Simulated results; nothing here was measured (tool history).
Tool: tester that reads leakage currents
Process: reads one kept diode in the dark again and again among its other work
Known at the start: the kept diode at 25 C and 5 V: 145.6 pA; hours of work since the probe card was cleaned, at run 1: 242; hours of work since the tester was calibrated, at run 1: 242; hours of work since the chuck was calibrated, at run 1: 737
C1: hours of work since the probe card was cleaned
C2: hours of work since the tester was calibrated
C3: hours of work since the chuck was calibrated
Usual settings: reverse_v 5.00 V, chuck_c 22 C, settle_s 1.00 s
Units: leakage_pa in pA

run 1 hour=0.0 | reverse_v=5.00 chuck_c=22 settle_s=1.00 | C1=242 C2=242 C3=737 | leakage_pa=115.05
run 2 hour=155.6 | reverse_v=5.00 chuck_c=42 settle_s=1.00 | C1=348 C2=348 C3=842 | leakage_pa=575.00
run 3 hour=405.4 | reverse_v=5.00 chuck_c=42 settle_s=1.00 | C1=517 C2=517 C3=1011 | leakage_pa=576.98
run 4 hour=639.7 | reverse_v=4.97 chuck_c=22 settle_s=1.00 | C1=675 C2=675 C3=1170 | leakage_pa=114.48
run 5 hour=852.2 | reverse_v=5.00 chuck_c=22 settle_s=1.00 | C1=819 C2=819 C3=1314 | leakage_pa=114.13
-- hour=972.3 chuck's temperature calibrated
run 6 hour=1063.8 | reverse_v=5.00 chuck_c=22 settle_s=1.00 | C1=961 C2=961 C3=62 | leakage_pa=114.81
run 7 hour=1220.6 | reverse_v=5.00 chuck_c=22 settle_s=1.00 | C1=1067 C2=1067 C3=168 | leakage_pa=114.28
run 8 hour=1322.5 | reverse_v=5.00 chuck_c=22 settle_s=0.42 | C1=1136 C2=1136 C3=237 | leakage_pa=117.00
run 9 hour=1438.3 | reverse_v=5.00 chuck_c=22 settle_s=0.59 | C1=1214 C2=1214 C3=315 | leakage_pa=115.97
run 10 hour=1561.7 | reverse_v=5.00 chuck_c=56 settle_s=1.00 | C1=1298 C2=1298 C3=399 | leakage_pa=1590.64
run 11 hour=1785.8 | reverse_v=5.00 chuck_c=56 settle_s=1.00 | C1=1449 C2=1449 C3=550 | leakage_pa=1604.11
run 12 hour=2037.4 | reverse_v=5.00 chuck_c=56 settle_s=1.00 | C1=1620 C2=1620 C3=721 | leakage_pa=1592.79
run 13 hour=2141.5 | reverse_v=5.00 chuck_c=56 settle_s=1.00 | C1=1690 C2=1690 C3=791 | leakage_pa=1598.99
run 14 hour=2243.6 | reverse_v=5.00 chuck_c=56 settle_s=1.00 | C1=1759 C2=1759 C3=860 | leakage_pa=1587.86
run 15 hour=2487.8 | reverse_v=5.00 chuck_c=56 settle_s=1.00 | C1=1924 C2=1924 C3=1026 | leakage_pa=1600.88
run 16 hour=2717.2 | reverse_v=5.00 chuck_c=56 settle_s=1.00 | C1=2080 C2=2080 C3=1181 | leakage_pa=1593.17
run 17 hour=2897.5 | reverse_v=5.00 chuck_c=56 settle_s=1.00 | C1=2202 C2=2202 C3=1303 | leakage_pa=1595.73
-- hour=3035.1 chuck's temperature calibrated
run 18 hour=3099.4 | reverse_v=7.16 chuck_c=45 settle_s=1.74 | C1=2337 C2=2337 C3=44 | leakage_pa=855.65
run 19 hour=3248.4 | reverse_v=7.16 chuck_c=53 settle_s=0.96 | C1=2438 C2=2438 C3=144 | leakage_pa=1534.54
run 20 hour=3420.0 | reverse_v=7.16 chuck_c=53 settle_s=0.96 | C1=2554 C2=2554 C3=260 | leakage_pa=1534.20
-- hour=3491.0 probe card cleaned and baked
run 21 hour=3572.8 | reverse_v=7.16 chuck_c=53 settle_s=0.96 | C1=55 C2=2655 C3=362 | leakage_pa=1540.69
run 22 hour=3764.0 | reverse_v=7.26 chuck_c=23 settle_s=1.00 | C1=185 C2=2785 C3=491 | leakage_pa=149.13
run 23 hour=3914.0 | reverse_v=7.26 chuck_c=23 settle_s=1.00 | C1=286 C2=2886 C3=593 | leakage_pa=149.02
run 24 hour=4075.3 | reverse_v=7.26 chuck_c=23 settle_s=1.00 | C1=395 C2=2995 C3=702 | leakage_pa=149.83
run 25 hour=4211.5 | reverse_v=9.61 chuck_c=23 settle_s=1.68 | C1=488 C2=3088 C3=794 | leakage_pa=170.68
run 26 hour=4357.3 | reverse_v=11.55 chuck_c=48 settle_s=8.63 | C1=586 C2=3186 C3=893 | leakage_pa=1342.66
run 27 hour=4565.8 | reverse_v=9.77 chuck_c=33 settle_s=3.41 | C1=727 C2=3327 C3=1034 | leakage_pa=391.08
run 28 hour=4679.7 | reverse_v=2.12 chuck_c=22 settle_s=7.15 | C1=804 C2=3404 C3=1111 | leakage_pa=74.26
run 29 hour=4922.7 | reverse_v=9.35 chuck_c=53 settle_s=1.00 | C1=969 C2=3569 C3=1275 | leakage_pa=1754.78
run 30 hour=5089.8 | reverse_v=9.35 chuck_c=53 settle_s=1.00 | C1=1082 C2=3682 C3=1388 | leakage_pa=1753.46
-- hour=5111.2 chuck's temperature calibrated
run 31 hour=5275.4 | reverse_v=9.35 chuck_c=53 settle_s=1.00 | C1=1206 C2=3806 C3=111 | leakage_pa=1746.55

Hidden state at the last listed run before each entry between runs and at the first one after, where it differs:
Between runs 5 and 6: chuck's temperature calibrated (hour 972.3)
  stray current of the dirty probe card, pA a volt: 0.026 -> 0.027; current scale over the true one, %: 0 -> -0.01; true chuck temperature over the reading, C: 0.01 -> 0
  measured less the result without the state, leakage_pa: +0.12 -> +0.03 pA
Between runs 17 and 18: chuck's temperature calibrated (hour 3035.1)
  stray current of the dirty probe card, pA a volt: 0.034 -> 0.035; true chuck temperature over the reading, C: 0.01 -> 0
  measured less the result without the state, leakage_pa: +0.85 -> +0.06 pA
Between runs 20 and 21: probe card cleaned and baked (hour 3491.0)
  stray current of the dirty probe card, pA a volt: 0.036 -> 0.02
  measured less the result without the state, leakage_pa: +0.15 -> +0.10 pA
Between runs 30 and 31: chuck's temperature calibrated (hour 5111.2)
  true chuck temperature over the reading, C: 0.01 -> 0
  measured less the result without the state, leakage_pa: +0.96 -> -0.16 pA
